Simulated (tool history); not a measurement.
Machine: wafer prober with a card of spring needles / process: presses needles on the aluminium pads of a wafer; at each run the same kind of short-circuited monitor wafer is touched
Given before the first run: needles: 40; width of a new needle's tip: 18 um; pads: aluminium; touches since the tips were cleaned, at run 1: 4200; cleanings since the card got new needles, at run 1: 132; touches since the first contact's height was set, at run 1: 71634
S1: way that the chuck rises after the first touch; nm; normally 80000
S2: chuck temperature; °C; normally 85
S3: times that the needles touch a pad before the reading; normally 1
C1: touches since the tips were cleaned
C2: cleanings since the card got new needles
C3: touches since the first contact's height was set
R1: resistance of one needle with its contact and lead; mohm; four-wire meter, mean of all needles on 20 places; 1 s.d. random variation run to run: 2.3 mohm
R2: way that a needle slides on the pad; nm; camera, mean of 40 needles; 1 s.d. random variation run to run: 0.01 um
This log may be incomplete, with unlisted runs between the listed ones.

{"run": 1, "hour": 0.0, "S1": 80000, "S2": 85, "S3": 1, "C1": 4200, "C2": 132, "C3": 71634, "R1": 268, "R2": 20640}
{"hour": 3.3, "done": "height of the first contact set anew"}
{"hour": 9.6, "done": "tips cleaned on abrasive film"}
{"hour": 26.0, "done": "tips cleaned on abrasive film"}
{"hour": 42.4, "done": "tips cleaned on abrasive film"}
{"run": 2, "hour": 52.2, "S1": 80000, "S2": 77, "S3": 1, "C1": 5957, "C2": 135, "C3": 29256, "R1": 264, "R2": 20630}
{"hour": 58.6, "done": "tips cleaned on abrasive film"}
{"hour": 75.6, "done": "tips cleaned on abrasive film"}
{"hour": 92.6, "done": "tips cleaned on abrasive film"}
{"run": 3, "hour": 93.0, "S1": 80000, "S2": 85, "S3": 1, "C1": 256, "C2": 138, "C3": 53623, "R1": 263, "R2": 20630}
{"hour": 107.6, "done": "tips cleaned on abrasive film"}
{"hour": 124.1, "done": "tips cleaned on abrasive film"}
{"run": 4, "hour": 124.1, "S1": 80000, "S2": 85, "S3": 1, "C1": 0, "C2": 140, "C3": 72177, "R1": 262, "R2": 20630}
{"hour": 127.1, "done": "height of the first contact set anew"}
{"hour": 140.4, "done": "tips cleaned on abrasive film"}
{"hour": 156.7, "done": "tips cleaned on abrasive film"}
{"run": 5, "hour": 168.8, "S1": 80000, "S2": 85, "S3": 1, "C1": 7294, "C2": 142, "C3": 25001, "R1": 265, "R2": 20650}
{"hour": 172.6, "done": "tips cleaned on abrasive film"}
{"hour": 187.8, "done": "tips cleaned on abrasive film"}
{"hour": 204.8, "done": "tips cleaned on abrasive film"}
{"run": 6, "hour": 206.2, "S1": 80000, "S2": 85, "S3": 1, "C1": 854, "C2": 145, "C3": 47295, "R1": 267, "R2": 20670}
{"hour": 220.1, "done": "tips cleaned on abrasive film"}
{"hour": 237.4, "done": "tips cleaned on abrasive film"}
{"run": 7, "hour": 242.4, "S1": 65000, "S2": 85, "S3": 1, "C1": 3014, "C2": 147, "C3": 68993, "R1": 265, "R2": 16770}
{"hour": 250.0, "done": "height of the first contact set anew"}
{"hour": 253.7, "done": "tips cleaned on abrasive film"}
{"hour": 270.0, "done": "tips cleaned on abrasive film"}
{"hour": 287.7, "done": "tips cleaned on abrasive film"}
{"run": 8, "hour": 289.6, "S1": 65000, "S2": 85, "S3": 1, "C1": 1168, "C2": 150, "C3": 23679, "R1": 267, "R2": 16760}
{"hour": 304.1, "done": "tips cleaned on abrasive film"}
{"hour": 321.5, "done": "tips cleaned on abrasive film"}
{"hour": 339.2, "done": "tips cleaned on abrasive film"}
{"run": 9, "hour": 339.7, "S1": 65000, "S2": 85, "S3": 1, "C1": 291, "C2": 153, "C3": 53644, "R1": 262, "R2": 16790}
{"hour": 356.8, "done": "tips cleaned on abrasive film"}
{"hour": 371.8, "done": "tips cleaned on abrasive film"}
{"hour": 372.1, "done": "height of the first contact set anew"}
{"run": 10, "hour": 377.2, "S1": 65000, "S2": 85, "S3": 2, "C1": 3014, "C2": 155, "C3": 3014, "R1": 267, "R2": 16770}
{"hour": 388.1, "done": "tips cleaned on abrasive film"}
{"hour": 405.1, "done": "tips cleaned on abrasive film"}
{"hour": 422.9, "done": "tips cleaned on abrasive film"}
{"run": 11, "hour": 434.8, "S1": 80000, "S2": 85, "S3": 1, "C1": 7204, "C2": 158, "C3": 37560, "R1": 267, "R2": 20630}
{"hour": 438.6, "done": "tips cleaned on abrasive film"}
{"hour": 455.9, "done": "tips cleaned on abrasive film"}
{"run": 12, "hour": 459.3, "S1": 80000, "S2": 85, "S3": 2, "C1": 2027, "C2": 160, "C3": 52135, "R1": 265, "R2": 20640}
{"hour": 473.8, "done": "tips cleaned on abrasive film"}
{"hour": 490.3, "done": "tips cleaned on abrasive film"}
{"run": 13, "hour": 493.3, "S1": 80000, "S2": 85, "S3": 2, "C1": 1824, "C2": 162, "C3": 72524, "R1": 262, "R2": 20640}
{"hour": 496.2, "done": "height of the first contact set anew"}
{"hour": 507.2, "done": "tips cleaned on abrasive film"}
{"hour": 521.7, "done": "tips cleaned on abrasive film"}
{"hour": 539.0, "done": "tips cleaned on abrasive film"}
{"run": 14, "hour": 551.2, "S1": 80000, "S2": 85, "S3": 2, "C1": 7369, "C2": 165, "C3": 32915, "R1": 260, "R2": 20630}
{"hour": 554.9, "done": "tips cleaned on abrasive film"}
{"hour": 573.1, "done": "tips cleaned on abrasive film"}
{"run": 15, "hour": 580.6, "S1": 80000, "S2": 28, "S3": 1, "C1": 4525, "C2": 167, "C3": 50491, "R1": 254, "R2": 20640}
{"hour": 589.9, "done": "tips cleaned on abrasive film"}
{"hour": 607.9, "done": "tips cleaned on abrasive film"}
{"hour": 619.2, "done": "height of the first contact set anew"}
{"run": 16, "hour": 619.2, "S1": 81000, "S2": 85, "S3": 2, "C1": 6617, "C2": 169, "C3": 0, "R1": 266, "R2": 20890}
{"hour": 622.9, "done": "tips cleaned on abrasive film"}
{"hour": 640.9, "done": "tips cleaned on abrasive film"}
{"hour": 658.4, "done": "tips cleaned on abrasive film"}
{"run": 17, "hour": 664.8, "S1": 92000, "S2": 85, "S3": 2, "C1": 3880, "C2": 172, "C3": 27261, "R1": 261, "R2": 23740}

Run 18 comes next. What will it give?
{"hour": 675.3, "done": "tips cleaned on abrasive film"}
{"hour": 691.7, "done": "tips cleaned on abrasive film"}
{"run": 18, "hour": 698.5, "S1": 92000, "S2": 85, "S3": 2, "C1": 4127, "C2": 174, "C3": 47435, "R1": "?", "R2": "?"}

{"run 18": {"R1": 260, "R2": 23730}}
With no hidden state in the tool, this same run would have given R1 259 mohm, R2 23730 nm.

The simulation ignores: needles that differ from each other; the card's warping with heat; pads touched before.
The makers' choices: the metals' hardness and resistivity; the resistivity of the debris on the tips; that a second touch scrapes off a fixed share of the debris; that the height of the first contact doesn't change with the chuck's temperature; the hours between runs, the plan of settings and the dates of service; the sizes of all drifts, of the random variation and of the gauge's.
